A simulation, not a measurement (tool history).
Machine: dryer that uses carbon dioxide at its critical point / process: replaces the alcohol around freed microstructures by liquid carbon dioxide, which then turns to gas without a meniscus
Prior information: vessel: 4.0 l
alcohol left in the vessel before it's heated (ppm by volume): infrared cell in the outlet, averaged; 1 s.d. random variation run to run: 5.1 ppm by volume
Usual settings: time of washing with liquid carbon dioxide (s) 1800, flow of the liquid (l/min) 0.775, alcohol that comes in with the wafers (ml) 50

run     day  time of washing with liquid carbon dioxide (s)  flow of the liquid (l/min)  alcohol that comes in with the wafers (ml)  alcohol left in the vessel before it's heated (ppm by volume)
  1   0.000                                            1800                       0.775                                          50                                                            126
  2   0.242                                            1800                       0.775                                          50                                                            128
  3   0.583                                            2400                       0.775                                          50                                                             32
  4   1.075                                            1800                       0.775                                          50                                                            140
  5   1.483                                            1800                       0.775                                          50                                                            131
  6   1.971                                            1800                       0.775                                          48                                                            126
  7   2.454                                            1800                       0.721                                          50                                                            162
  8   2.667                                            1200                       0.721                                          50                                                            711
  9   3.112                                            1200                       0.721                                          50                                                            721
 10   3.346                                            1200                       0.493                                          50                                                           1742
 11   3.604                                            1800                       0.775                                          50                                                            142
 12   3.908                                            1800                       0.775                                          50                                                            128
 13   4.267                                            1800                       0.775                                          50                                                            148
 14   4.712                                            1800                       0.775                                          50                                                            144
 15   5.000                                            1800                       0.775                                          50                                                            149
 16   5.296                                            1800                       0.775                                          50                                                            142
 17   5.692                                            1800                       0.775                                          50                                                            141
 18   6.175                                            1800                       0.775                                          23                                                             82
 19   6.438                                            1800                       0.775                                          23                                                             89
 20   6.875                                            1800                       0.775                                          50                                                            149
 21   7.100                                            1800                       0.775                                          50                                                            143
 22   7.579                                            1800                       0.622                                          50                                                            334
 23   7.917                                            1800                       0.622                                          40                                                            277
 24   8.158                                            1800                       0.622                                          40                                                            260
 25   8.408                                            1800                       1.106                                          22                                                             28
 26   8.704                                            1800                       1.106                                          22                                                             34
 27   9.142                                            1260                       0.562                                         117                                                           2833
 28   9.462                                            1260                       0.562                                         117                                                           2947
 29   9.892                                            1260                       0.562                                         117                                                           2842
 30  10.188                                            1260                       0.608                                         117                                                           2419
 31  10.412                                            1260                       0.608                                          25                                                            528
 32  10.667                                            1800                       1.045                                          25                                                             38
 33  10.971                                            1800                       1.045                                          25                                                             39
 34  11.288                                            1200                       0.734                                          43                                                            640
 35  11.496                                            1200                       0.734                                          43                                                            646
 36  11.904                                            2700                       1.137                                          87                                                             29
 37  12.367                                            1800                       0.878                                          50                                                            104
 38  12.850                                            1380                       0.904                                          93                                                            459
 39  13.317                                            1380                       0.904                                          93                                                            454
 40  13.804                                            1320                       0.904                                          75                                                            241
 41  14.171                                            1320                       0.904                                          75                                                            242
 42  14.625                                            1320                       0.487                                          96                                                           2151
 43  14.967                                            1140                       0.480                                          58                                                           1854
 44  15.404                                            1800                       0.948                                          33                                                             45
 45  15.692                                            1980                       0.948                                          38                                                             40
 46  15.971                                            1080                       0.782                                          24                                                            288

The log once held 1 entry between its listed runs, left out of this copy. Where does each go, and what is different about the tool's unlogged condition between the listed run before it and the listed run after it?
Run 39 -> run 40: inlet filter changed (day 13.446)
  flow that reaches the vessel past the clogged filter, %: 85.3 -> 99.6; alcohol in the recycled carbon dioxide, ppm: 27.1 -> 27.5
  measured value less the no-hidden-state value, alcohol left in the vessel before it's heated (ppm by volume): +232 -> +25
